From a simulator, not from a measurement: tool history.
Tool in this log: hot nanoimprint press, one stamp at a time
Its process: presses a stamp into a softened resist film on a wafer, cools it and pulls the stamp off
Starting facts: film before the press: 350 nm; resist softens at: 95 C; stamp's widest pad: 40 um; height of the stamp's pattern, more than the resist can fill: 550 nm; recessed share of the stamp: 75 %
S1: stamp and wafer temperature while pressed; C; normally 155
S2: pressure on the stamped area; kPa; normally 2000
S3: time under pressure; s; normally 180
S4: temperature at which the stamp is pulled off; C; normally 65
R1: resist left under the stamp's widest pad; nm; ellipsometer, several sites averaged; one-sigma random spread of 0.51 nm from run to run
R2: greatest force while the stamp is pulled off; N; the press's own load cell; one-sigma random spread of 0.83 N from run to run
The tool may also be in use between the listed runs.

Run 1, hour 0: usual settings. Result: R1 190.1 nm, R2 188.5 N.
Run 2, hour 16.6: usual settings. Result: R1 189.8 nm, R2 190.4 N.
Run 3, hour 31.6: usual settings. Result: R1 189.4 nm, R2 191.1 N.
Run 4, hour 46.3: usual settings. Result: R1 189.2 nm, R2 192 N.
Run 5, hour 59.1: usual settings but S1 163 C. Result: R1 129.6 nm, R2 191.7 N.
Run 6, hour 76.9: usual settings but S1 163 C. Result: R1 129.9 nm, R2 192.8 N.
Run 7, hour 95.2: usual settings but S1 163 C. Result: R1 129.6 nm, R2 194.2 N.
Run 8, hour 113.9: usual settings. Result: R1 187.8 nm, R2 195.4 N.
At hour 129.9: stamp cleaned and given a new release coat.
Run 9, hour 137.4: usual settings but S3 248 s. Result: R1 170.1 nm, R2 182.3 N.
Run 10, hour 155.3: usual settings but S3 248 s. Result: R1 169.2 nm, R2 183.3 N.
Run 11, hour 167.5: usual settings but S3 248 s. Result: R1 170.1 nm, R2 184.5 N.
Run 12, hour 187.8: usual settings. Result: R1 187.4 nm, R2 184.8 N.
Run 13, hour 203: usual settings but S4 57 C. Result: R1 186.5 nm, R2 196.7 N.
At hour 216.5: plate thermocouple calibrated.
Run 14, hour 218.2: usual settings. Result: R1 185.1 nm, R2 186.1 N.
Run 15, hour 232.1: usual settings. Result: R1 183.7 nm, R2 185.8 N.
Run 16, hour 243.2: usual settings but S1 165 C, S2 1210 kPa, S3 145 s, S4 54 C. Result: R1 165.1 nm, R2 202.3 N.
Run 17, hour 258.4: usual settings but S3 272 s. Result: R1 161.6 nm, R2 187.9 N.
Run 18, hour 278.2: usual settings but S3 272 s. Result: R1 161.2 nm, R2 187.4 N.
Run 19, hour 295.2: usual settings but S1 161 C, S3 272 s. Result: R1 119.6 nm, R2 190.8 N.
At hour 314.2: plate thermocouple calibrated, once more.
Run 20, hour 318.1: usual settings but S1 153 C, S3 272 s. Result: R1 195.1 nm, R2 193.9 N.
Run 21, hour 333.9: usual settings but S1 153 C, S3 272 s. Result: R1 194.7 nm, R2 194.3 N.
Run 22, hour 346.5: usual settings but S1 153 C, S3 198 s, S4 69 C. Result: R1 215.2 nm, R2 189 N.
Run 23, hour 364.9: usual settings but S1 154 C, S2 1830 kPa, S4 58 C. Result: R1 217.6 nm, R2 207.3 N.
Run 24, hour 379.7: usual settings but S1 150 C, S2 2240 kPa, S3 286 s, S4 58 C. Result: R1 209.1 nm, R2 207.2 N.
At hour 391.5: stamp cleaned and given a new release coat.
Run 25, hour 397.4: usual settings but S3 243 s, S4 63 C. Result: R1 182 nm, R2 186.1 N.
Run 26, hour 405.6: usual settings but S3 243 s, S4 63 C. Result: R1 182 nm, R2 186.3 N.
Run 27, hour 425.1: usual settings but S1 153 C, S2 2360 kPa, S3 104 s, S4 56 C. Result: R1 233.7 nm, R2 196.6 N.
Run 28, hour 439.4: usual settings but S1 146 C, S2 1590 kPa. Result: R1 299 nm, R2 185.3 N.
Run 29, hour 450.4: usual settings but S1 149 C, S2 1590 kPa. Result: R1 276.4 nm, R2 186.6 N.

Alternative continuations, all from the tool just after run 29; predict every row:
Run A, hour 461.7: usual settings but S2 1480 kPa, S3 297 s, S4 62 C. Result: R1 ?, R2 ?.
Run B, hour 461.7: usual settings but S1 149 C, S2 1590 kPa, S4 51 C. Result: R1 ?, R2 ?.
Run C, hour 461.7: usual settings but S2 1690 kPa. Result: R1 ?, R2 ?.
Run D, hour 461.7: usual settings but S1 149 C, S2 2270 kPa. Result: R1 ?, R2 ?.
Run E, hour 461.7: usual settings but S1 148 C, S2 2640 kPa, S4 66 C. Result: R1 ?, R2 ?.

run     R1     R2
  A  197.7  192.8
  B  276.2  208.1
  C  215.5  187.3
  D  244.6  184.6
  E  240.5  185.8
The same runs, with their run-to-run variation unchanged, on a tool lacking any hidden condition would have given:
run     R1     R2
  A  197.2  188.7
  B  275.7  203.6
  C  214.8  183.3
  D  243.3  180.7
  E  238.9  181.8
